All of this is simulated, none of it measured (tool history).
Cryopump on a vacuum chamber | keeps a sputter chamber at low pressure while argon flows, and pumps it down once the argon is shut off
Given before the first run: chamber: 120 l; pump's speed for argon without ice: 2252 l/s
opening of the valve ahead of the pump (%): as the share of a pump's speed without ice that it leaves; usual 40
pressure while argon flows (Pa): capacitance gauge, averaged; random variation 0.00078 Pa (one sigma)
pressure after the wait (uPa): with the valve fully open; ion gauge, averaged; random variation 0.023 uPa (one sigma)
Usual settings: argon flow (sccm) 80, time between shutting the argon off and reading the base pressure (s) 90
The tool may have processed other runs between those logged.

run   hour  argon flow (sccm)  time between shutting the argon off and reading the base pressure (s)  opening of the valve ahead of the pump (%)  pressure while argon flows (Pa)  pressure after the wait (uPa)
  1    0.0                 80                                                                     90                                          40                           0.1552                           1.59
  2   37.5                 80                                                                     90                                          40                           0.1568                           1.68
  3   79.2                 80                                                                     90                                          40                           0.1579                           1.59
  4  110.6                 80                                                                     90                                          40                           0.1563                           1.68
  5  142.0                 80                                                                     90                                          40                           0.1570                           1.67
  6  182.2                 80                                                                     90                                          40                           0.1566                           1.63
  7  222.5                 80                                                                     90                                          40                           0.1589                           1.71
  8  266.0                 80                                                                    152                                          40                           0.1573                           1.47
  9  302.9                 80                                                                     90                                          40                           0.1580                           1.78
 10  340.9                 80                                                                     90                                          40                           0.1580                           1.78
 11  374.2                 80                                                                     90                                          40                           0.1605                           1.80
 12  403.5                 80                                                                     90                                          40                           0.1587                           1.75
 13  432.9                 80                                                                     90                                          40                           0.1596                           1.80
     441.8  -- pump warmed up, emptied and cooled again
 14  479.0                 80                                                                     47                                          40                           0.1516                           2.26
 15  504.6                 80                                                                     90                                          40                           0.1516                           1.68
 16  540.5                 80                                                                     90                                          40                           0.1506                           1.65
 17  582.3                 80                                                                     90                                          40                           0.1513                           1.71

Predict the results of run 18:
 18  622.8                108                                                                     90                                          25                                ?                              ?

{"run 18": {"pressure while argon flows (Pa)": 0.3264, "pressure after the wait (uPa)": 1.77}}
Take away the tool's hidden state, keep the run-to-run variation as it was, and the same run would have given pressure while argon flows (Pa) 0.3233, pressure after the wait (uPa) 0.81.

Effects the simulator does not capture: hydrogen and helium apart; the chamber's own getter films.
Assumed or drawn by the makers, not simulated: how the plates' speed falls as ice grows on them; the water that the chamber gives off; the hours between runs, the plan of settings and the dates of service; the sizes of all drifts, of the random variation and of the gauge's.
